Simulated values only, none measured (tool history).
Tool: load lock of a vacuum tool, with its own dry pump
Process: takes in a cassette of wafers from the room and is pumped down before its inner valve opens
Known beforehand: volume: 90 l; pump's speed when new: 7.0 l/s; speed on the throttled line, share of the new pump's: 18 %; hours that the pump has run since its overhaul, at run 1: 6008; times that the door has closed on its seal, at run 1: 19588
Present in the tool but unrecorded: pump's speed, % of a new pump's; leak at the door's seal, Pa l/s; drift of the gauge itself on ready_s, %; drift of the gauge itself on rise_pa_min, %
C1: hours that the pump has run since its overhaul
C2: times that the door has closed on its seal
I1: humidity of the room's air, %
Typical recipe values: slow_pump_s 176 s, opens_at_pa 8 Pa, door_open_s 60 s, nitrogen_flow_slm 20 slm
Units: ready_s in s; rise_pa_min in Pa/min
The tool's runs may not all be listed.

Run 1, hour 0: usual settings; C1 6008; C2 19588; I1 43.6. Result: ready_s 275.3 s, rise_pa_min 0.463 Pa/min.
Run 2, hour 140: usual settings but opens_at_pa 6 Pa; C1 6148; C2 20165; I1 45.7. Result: ready_s 282.3 s, rise_pa_min 0.49 Pa/min.
Run 3, hour 260.3: usual settings but opens_at_pa 6 Pa; C1 6268; C2 20661; I1 46.1. Result: ready_s 281.7 s, rise_pa_min 0.514 Pa/min.
Run 4, hour 366.1: usual settings but opens_at_pa 6 Pa; C1 6374; C2 21097; I1 48. Result: ready_s 282 s, rise_pa_min 0.538 Pa/min.
At hour 492: door's seal changed, seat wiped.
Run 5, hour 570.4: usual settings but opens_at_pa 6 Pa; C1 6577; C2 323; I1 43.2. Result: ready_s 282.4 s, rise_pa_min 0.026 Pa/min.
Run 6, hour 678.3: usual settings but nitrogen_flow_slm 30 slm; C1 6685; C2 768; I1 45.8. Result: ready_s 279.4 s, rise_pa_min 0.02 Pa/min.
Run 7, hour 888.7: usual settings but nitrogen_flow_slm 30 slm; C1 6895; C2 1636; I1 46.4. Result: ready_s 278.8 s, rise_pa_min 0.028 Pa/min.
Run 8, hour 1049.2: usual settings but nitrogen_flow_slm 30 slm; C1 7056; C2 2297; I1 41.5. Result: ready_s 278.3 s, rise_pa_min 0.033 Pa/min.
Run 9, hour 1266: usual settings; C1 7273; C2 3191; I1 41.1. Result: ready_s 279.6 s, rise_pa_min 0.04 Pa/min.
Run 10, hour 1435.2: usual settings; C1 7442; C2 3889; I1 44.7. Result: ready_s 279.1 s, rise_pa_min 0.057 Pa/min.
Run 11, hour 1590.3: usual settings; C1 7597; C2 4528; I1 45.9. Result: ready_s 277.6 s, rise_pa_min 0.063 Pa/min.
Run 12, hour 1705.4: usual settings; C1 7712; C2 5003; I1 43.3. Result: ready_s 281.4 s, rise_pa_min 0.076 Pa/min.
Run 13, hour 1907.6: usual settings; C1 7914; C2 5836; I1 47. Result: ready_s 278.7 s, rise_pa_min 0.082 Pa/min.
Run 14, hour 2035: usual settings; C1 8042; C2 6361; I1 45. Result: ready_s 281.2 s, rise_pa_min 0.096 Pa/min.
Run 15, hour 2165.1: usual settings; C1 8172; C2 6898; I1 45. Result: ready_s 278.7 s, rise_pa_min 0.108 Pa/min.
Run 16, hour 2378.2: usual settings; C1 8385; C2 7776; I1 41.6. Result: ready_s 281.6 s, rise_pa_min 0.119 Pa/min.
Run 17, hour 2480.1: usual settings; C1 8487; C2 8196; I1 42.2. Result: ready_s 278.8 s, rise_pa_min 0.131 Pa/min.
Run 18, hour 2632.7: usual settings; C1 8639; C2 8825; I1 46.4. Result: ready_s 278.9 s, rise_pa_min 0.142 Pa/min.
Run 19, hour 2728.3: usual settings but slow_pump_s 154 s, opens_at_pa 10 Pa, door_open_s 71 s, nitrogen_flow_slm 4 slm; C1 8735; C2 9219; I1 46.3. Result: ready_s 263.2 s, rise_pa_min 0.172 Pa/min.
Run 20, hour 2941.2: usual settings but slow_pump_s 322 s, door_open_s 53 s, nitrogen_flow_slm 30 slm; C1 8948; C2 10097; I1 45.8. Result: ready_s 399.1 s, rise_pa_min 0.171 Pa/min.
Run 21, hour 3121.2: usual settings but door_open_s 33 s; C1 9128; C2 10839; I1 43.5. Result: ready_s 283.1 s, rise_pa_min 0.187 Pa/min.
Run 22, hour 3276.6: usual settings but opens_at_pa 13 Pa, door_open_s 65 s; C1 9283; C2 11480; I1 42.6. Result: ready_s 274.5 s, rise_pa_min 0.207 Pa/min.
Run 23, hour 3490.7: usual settings but opens_at_pa 13 Pa, door_open_s 65 s; C1 9497; C2 12362; I1 44.4. Result: ready_s 274.2 s, rise_pa_min 0.229 Pa/min.
Run 24, hour 3628.3: usual settings but opens_at_pa 13 Pa, door_open_s 65 s, nitrogen_flow_slm 8 slm; C1 9635; C2 12930; I1 42.4. Result: ready_s 278.3 s, rise_pa_min 0.258 Pa/min.
Run 25, hour 3822.6: usual settings but opens_at_pa 13 Pa, door_open_s 65 s, nitrogen_flow_slm 8 slm; C1 9829; C2 13731; I1 44.7. Result: ready_s 276 s, rise_pa_min 0.284 Pa/min.
Run 26, hour 4029.5: usual settings but slow_pump_s 220 s, door_open_s 184 s; C1 10036; C2 14584; I1 43.7. Result: ready_s 320.7 s, rise_pa_min 0.303 Pa/min.
Run 27, hour 4233.7: usual settings but slow_pump_s 156 s, nitrogen_flow_slm 9 slm; C1 10240; C2 15426; I1 46.9. Result: ready_s 268.4 s, rise_pa_min 0.33 Pa/min.
Run 28, hour 4326.2: usual settings but slow_pump_s 156 s, nitrogen_flow_slm 9 slm; C1 10333; C2 15807; I1 44.5. Result: ready_s 271.6 s, rise_pa_min 0.352 Pa/min.
Run 29, hour 4478.1: usual settings but slow_pump_s 156 s, nitrogen_flow_slm 9 slm; C1 10485; C2 16433; I1 45.6. Result: ready_s 266.4 s, rise_pa_min 0.364 Pa/min.
Run 30, hour 4592.8: usual settings but slow_pump_s 156 s, nitrogen_flow_slm 9 slm; C1 10599; C2 16906; I1 45.6. Result: ready_s 266.7 s, rise_pa_min 0.389 Pa/min.
Run 31, hour 4807.1: usual settings but opens_at_pa 9 Pa, door_open_s 172 s; C1 10814; C2 17789; I1 48. Result: ready_s 285 s, rise_pa_min 0.42 Pa/min.
Run 32, hour 4940.4: usual settings but slow_pump_s 115 s, nitrogen_flow_slm 38 slm; C1 10947; C2 18339; I1 44.8. Result: ready_s 237.9 s, rise_pa_min 0.42 Pa/min.
Run 33, hour 5032: usual settings but slow_pump_s 115 s, nitrogen_flow_slm 38 slm; C1 11039; C2 18717; I1 46.1. Result: ready_s 236.3 s, rise_pa_min 0.436 Pa/min.
Run 34, hour 5133.2: usual settings but slow_pump_s 115 s, nitrogen_flow_slm 38 slm; C1 11140; C2 19134; I1 43.7. Result: ready_s 238.4 s, rise_pa_min 0.46 Pa/min.
Run 35, hour 5248.9: usual settings but slow_pump_s 115 s, nitrogen_flow_slm 38 slm; C1 11255; C2 19611; I1 45.9. Result: ready_s 237.6 s, rise_pa_min 0.466 Pa/min.
Run 36, hour 5345.4: usual settings but slow_pump_s 238 s, door_open_s 138 s, nitrogen_flow_slm 38 slm; C1 11352; C2 20009; I1 44.6. Result: ready_s 336.6 s, rise_pa_min 0.48 Pa/min.

Some steps in ready_s, run to run, broken into two amounts with sign: the step expected even without the hidden condition (settings, incoming material, random variation), and the rest, left for the hidden condition together with whatever gauge scatter is not in both the measured and the hidden-condition-free result:
Run 19 -> 20: slow_pump_s 154 -> 322, opens_at_pa 10 -> 8, door_open_s 71 -> 53, nitrogen_flow_slm 4 -> 30. ready_s +135.9 s: hidden state -3.8, all else +139.7.
Run 20 -> 21: slow_pump_s 322 -> 176, door_open_s 53 -> 33, nitrogen_flow_slm 30 -> 20. ready_s -116 s: hidden state +4.3, all else -120.3.
Run 35 -> 36: slow_pump_s 115 -> 238, door_open_s 60 -> 138. ready_s +99 s: hidden state -3.7, all else +102.7.
